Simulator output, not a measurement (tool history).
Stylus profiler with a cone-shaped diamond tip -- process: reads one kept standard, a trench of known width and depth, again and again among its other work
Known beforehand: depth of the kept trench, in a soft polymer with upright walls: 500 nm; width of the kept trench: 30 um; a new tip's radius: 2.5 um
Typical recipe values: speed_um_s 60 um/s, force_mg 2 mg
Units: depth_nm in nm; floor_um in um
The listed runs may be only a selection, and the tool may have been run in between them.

run,hour,speed_um_s,force_mg,depth_nm,floor_um
1,0,60,2,505.83,25.45
2,21.6,60,2,505.54,25.44
3,37.2,60,2,505.6,25.41
4,70,60,2,505.8,25.42
5,102.2,219,2,505.28,24.62
6,119,219,2,505.77,24.6
7,133.7,219,2,505.45,24.56
8,159.7,219,2,505.52,24.6
9,174.1,60,1.68,505,25.3
10,187.8,150,0.93,502.91,24.49
11,221.5,207,0.85,502.61,24.07
12,237.9,68,3.94,509.39,25.39
13,254.7,56,1.33,503.95,25.24
14,286.5,23,2.15,505.78,25.46

Run 15 comes next. What will it give?
15,310.8,23,2.15,?,?

depth_nm: 505.71 nm
floor_um: 25.46 um
If the tool had no hidden condition, the same run with the same run-to-run variation would have returned depth_nm 506.92 nm, floor_um 26.92 um.
